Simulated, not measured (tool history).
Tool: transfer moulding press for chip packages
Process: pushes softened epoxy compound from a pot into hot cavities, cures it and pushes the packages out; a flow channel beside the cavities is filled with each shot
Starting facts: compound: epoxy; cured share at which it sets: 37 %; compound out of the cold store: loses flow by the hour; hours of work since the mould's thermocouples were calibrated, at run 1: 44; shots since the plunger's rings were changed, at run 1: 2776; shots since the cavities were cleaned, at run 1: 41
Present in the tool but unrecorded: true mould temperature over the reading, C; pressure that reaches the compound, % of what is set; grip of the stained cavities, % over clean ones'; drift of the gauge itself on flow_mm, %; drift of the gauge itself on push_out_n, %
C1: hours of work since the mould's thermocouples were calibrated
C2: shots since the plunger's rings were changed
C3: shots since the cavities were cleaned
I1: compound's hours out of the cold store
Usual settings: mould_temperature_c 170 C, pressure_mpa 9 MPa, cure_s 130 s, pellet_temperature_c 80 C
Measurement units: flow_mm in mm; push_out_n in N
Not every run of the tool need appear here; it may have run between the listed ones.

Run 1, day 0: usual settings; C1 44; C2 2776; C3 41; I1 38.2. Result: flow_mm 605 mm, push_out_n 532 N.
Run 2, day 0.375: usual settings; C1 50; C2 2856; C3 121; I1 18.2. Result: flow_mm 643 mm, push_out_n 652 N.
Run 3, day 0.742: usual settings; C1 56; C2 2935; C3 200; I1 31.7. Result: flow_mm 628 mm, push_out_n 707 N.
Run 4, day 1.012: usual settings but cure_s 156 s; C1 60; C2 2993; C3 258; I1 22.8. Result: flow_mm 637 mm, push_out_n 693 N.
Run 5, day 1.321: usual settings but mould_temperature_c 164 C; C1 64; C2 3059; C3 324; I1 29.2. Result: flow_mm 626 mm, push_out_n 1040 N.
Run 6, day 1.696: usual settings; C1 70; C2 3139; C3 404; I1 33.9. Result: flow_mm 614 mm, push_out_n 866 N.
At day 1.988: cavities cleaned with cleaning compound and waxed.
Run 7, day 1.988: usual settings; C1 74; C2 3189; C3 0; I1 14.1. Result: flow_mm 642 mm, push_out_n 1075 N.
Run 8, day 2.196: usual settings; C1 77; C2 3233; C3 44; I1 46.7. Result: flow_mm 593 mm, push_out_n 1073 N.
Run 9, day 2.554: usual settings but cure_s 160 s; C1 82; C2 3310; C3 121; I1 10.1. Result: flow_mm 662 mm, push_out_n 1004 N.
Run 10, day 2.871: usual settings; C1 87; C2 3378; C3 189; I1 45.1. Result: flow_mm 576 mm, push_out_n 1085 N.
Run 11, day 3.025: usual settings; C1 90; C2 3411; C3 222; I1 35.2. Result: flow_mm 607 mm, push_out_n 1106 N.
At day 3.408: cavities cleaned with cleaning compound and waxed, once more.
Run 12, day 3.446: usual settings but pressure_mpa 7.01 MPa; C1 95; C2 3488; C3 9; I1 12.6. Result: flow_mm 578 mm, push_out_n 507 N.
Run 13, day 3.771: usual settings but mould_temperature_c 175 C, pressure_mpa 6.85 MPa, cure_s 119 s, pellet_temperature_c 71 C; C1 100; C2 3557; C3 78; I1 29.4. Result: flow_mm 535 mm, push_out_n 558 N.
Run 14, day 4.112: usual settings but mould_temperature_c 175 C, pressure_mpa 6.85 MPa, cure_s 119 s, pellet_temperature_c 71 C; C1 105; C2 3631; C3 152; I1 42.1. Result: flow_mm 513 mm, push_out_n 648 N.
Run 15, day 4.354: usual settings but mould_temperature_c 163 C, pressure_mpa 7.87 MPa, cure_s 124 s, pellet_temperature_c 79 C; C1 109; C2 3682; C3 203; I1 19.3. Result: flow_mm 609 mm, push_out_n 1132 N.
Run 16, day 4.725: usual settings but mould_temperature_c 169 C, pressure_mpa 9.4 MPa, cure_s 122 s, pellet_temperature_c 71 C; C1 115; C2 3761; C3 282; I1 36.6. Result: flow_mm 624 mm, push_out_n 872 N.
Run 17, day 4.892: usual settings but mould_temperature_c 169 C, pressure_mpa 9.4 MPa, cure_s 122 s, pellet_temperature_c 71 C; C1 117; C2 3798; C3 319; I1 23. Result: flow_mm 641 mm, push_out_n 914 N.
Run 18, day 5.088: usual settings but pressure_mpa 7.92 MPa, cure_s 115 s; C1 120; C2 3839; C3 360; I1 28.5. Result: flow_mm 581 mm, push_out_n 937 N.
Run 19, day 5.25: usual settings but mould_temperature_c 167 C, pressure_mpa 7.47 MPa; C1 123; C2 3874; C3 395; I1 30.1. Result: flow_mm 565 mm, push_out_n 938 N.
Run 20, day 5.412: usual settings but mould_temperature_c 176 C; C1 125; C2 3909; C3 430; I1 42.3. Result: flow_mm 587 mm, push_out_n 809 N.
At day 5.596: cavities cleaned with cleaning compound and waxed.
Run 21, day 5.804: usual settings but pressure_mpa 8.84 MPa; C1 130; C2 3979; C3 44; I1 17.5. Result: flow_mm 631 mm, push_out_n 541 N.

Below are 5 alternative next runs, each starting from the tool's condition after run 21. Predict each:
Run A, day 6.121: usual settings but pellet_temperature_c 78 C; C1 135; C2 4048; C3 113; I1 15.4. Result: flow_mm ?, push_out_n ?.
Run B, day 6.121: usual settings but mould_temperature_c 172 C, pressure_mpa 10.13 MPa, pellet_temperature_c 87 C; C1 135; C2 4048; C3 113; I1 44.1. Result: flow_mm ?, push_out_n ?.
Run C, day 6.121: usual settings but pressure_mpa 8.93 MPa, cure_s 143 s; C1 135; C2 4048; C3 113; I1 38.9. Result: flow_mm ?, push_out_n ?.
Run D, day 6.121: usual settings but mould_temperature_c 168 C, pressure_mpa 8.73 MPa; C1 135; C2 4048; C3 113; I1 22.5. Result: flow_mm ?, push_out_n ?.
Run E, day 6.121: usual settings but pressure_mpa 8.85 MPa, cure_s 124 s, pellet_temperature_c 88 C; C1 135; C2 4048; C3 113; I1 15.8. Result: flow_mm ?, push_out_n ?.

run  flow_mm  push_out_n
  A      637         619
  B      618         597
  C      596         586
  D      613         698
  E      633         658
Without the tool's unlogged condition, the same runs would have read:
run  flow_mm  push_out_n
  A      669         478
  B      649         460
  C      626         451
  D      644         543
  E      665         513
